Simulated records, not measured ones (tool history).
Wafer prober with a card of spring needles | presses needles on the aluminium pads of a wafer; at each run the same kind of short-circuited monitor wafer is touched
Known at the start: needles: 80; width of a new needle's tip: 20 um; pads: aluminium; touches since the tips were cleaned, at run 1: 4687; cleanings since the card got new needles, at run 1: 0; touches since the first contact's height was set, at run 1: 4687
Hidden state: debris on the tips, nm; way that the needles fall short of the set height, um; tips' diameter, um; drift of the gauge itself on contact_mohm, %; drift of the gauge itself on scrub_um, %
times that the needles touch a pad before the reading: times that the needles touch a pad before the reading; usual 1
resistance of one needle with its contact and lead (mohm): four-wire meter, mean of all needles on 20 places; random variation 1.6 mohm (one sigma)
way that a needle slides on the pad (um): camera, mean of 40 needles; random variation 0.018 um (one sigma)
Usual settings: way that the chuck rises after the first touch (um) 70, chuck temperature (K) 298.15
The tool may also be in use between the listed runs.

| run | hour | way that the chuck rises after the first touch (um) | chuck temperature (K) | times that the needles touch a pad before the reading | touches since the tips were cleaned | cleanings since the card got new needles | touches since the first contact's height was set | resistance of one needle with its contact and lead (mohm) | way that a needle slides on the pad (um) |
|---|---|---|---|---|---|---|---|---|---|
| 1 | 0 | 70 | 298.15 | 1 | 4687 | 0 | 4687 | 162 | 12.99 |
|  | 14.1 | tips cleaned on abrasive film |
| 2 | 15.4 | 70 | 298.15 | 1 | 265 | 1 | 7968 | 157 | 13.04 |
| 3 | 26.8 | 70 | 298.15 | 1 | 2723 | 1 | 10426 | 159 | 13.01 |
| 4 | 46.3 | 70 | 298.15 | 1 | 6899 | 1 | 14602 | 156 | 13.06 |
|  | 50.3 | tips cleaned on abrasive film |
| 5 | 68.9 | 70 | 298.15 | 1 | 3998 | 2 | 19449 | 155 | 13.07 |
|  | 85.2 | tips cleaned on abrasive film |
| 6 | 94.3 | 70 | 298.15 | 1 | 1964 | 3 | 24888 | 156 | 13.1 |
| 7 | 112.8 | 70 | 298.15 | 1 | 5925 | 3 | 28849 | 158 | 13.12 |
|  | 120.2 | tips cleaned on abrasive film |
| 8 | 127.3 | 70 | 298.15 | 1 | 1515 | 4 | 31940 | 157 | 13.11 |
| 9 | 147 | 70 | 298.15 | 1 | 5755 | 4 | 36180 | 158 | 13.16 |
|  | 157.1 | tips cleaned on abrasive film |
| 10 | 158.5 | 70 | 298.15 | 1 | 298 | 5 | 38622 | 159 | 13.15 |
| 11 | 173.7 | 77 | 298.15 | 3 | 3579 | 5 | 41903 | 156 | 14.53 |
| 12 | 187.4 | 67 | 318.15 | 1 | 6509 | 5 | 44833 | 163 | 12.63 |
|  | 193.5 | tips cleaned on abrasive film |
| 13 | 202.3 | 67 | 387.15 | 2 | 1878 | 6 | 48007 | 176 | 12.62 |
| 14 | 214.6 | 67 | 387.15 | 2 | 4521 | 6 | 50650 | 175 | 12.69 |
|  | 229 | tips cleaned on abrasive film |
| 15 | 237.8 | 70 | 348.15 | 1 | 1898 | 7 | 55624 | 168 | 13.24 |

Hidden state at the last listed run before each entry between runs and at the first one after, where it differs:
Between runs 1 and 2: tips cleaned on abrasive film (hour 14.1)
  debris on the tips, nm: 0.3 -> 0; drift of the gauge itself on scrub_um, %: 0 -> 0.13
  measured less the result without the state, way that a needle slides on the pad (um): +0 -> +0.02
Between runs 4 and 5: tips cleaned on abrasive film (hour 50.3)
  drift of the gauge itself on scrub_um, %: 0.4 -> 0.6
  measured less the result without the state, way that a needle slides on the pad (um): +0.05 -> +0.08
Between runs 5 and 6: tips cleaned on abrasive film (hour 85.2)
  debris on the tips, nm: 0.3 -> 0.2; drift of the gauge itself on scrub_um, %: 0.6 -> 0.82
  measured less the result without the state, way that a needle slides on the pad (um): +0.08 -> +0.11
Between runs 7 and 8: tips cleaned on abrasive film (hour 120.2)
  debris on the tips, nm: 0.3 -> 0.1; drift of the gauge itself on scrub_um, %: 0.98 -> 1.1
  measured less the result without the state, way that a needle slides on the pad (um): +0.12 -> +0.14
Between runs 9 and 10: tips cleaned on abrasive film (hour 157.1)
  debris on the tips, nm: 0.3 -> 0.1; drift of the gauge itself on scrub_um, %: 1.28 -> 1.37
  measured less the result without the state, way that a needle slides on the pad (um): +0.17 -> +0.17
Between runs 12 and 13: tips cleaned on abrasive film (hour 193.5)
  debris on the tips, nm: 0.3 -> 0.2; drift of the gauge itself on scrub_um, %: 1.63 -> 1.75
  measured less the result without the state, way that a needle slides on the pad (um): +0.2 -> +0.22
Between runs 14 and 15: tips cleaned on abrasive film (hour 229)
  debris on the tips, nm: 0.3 -> 0.2; drift of the gauge itself on scrub_um, %: 1.86 -> 2.06
  measured less the result without the state, way that a needle slides on the pad (um): +0.23 -> +0.26
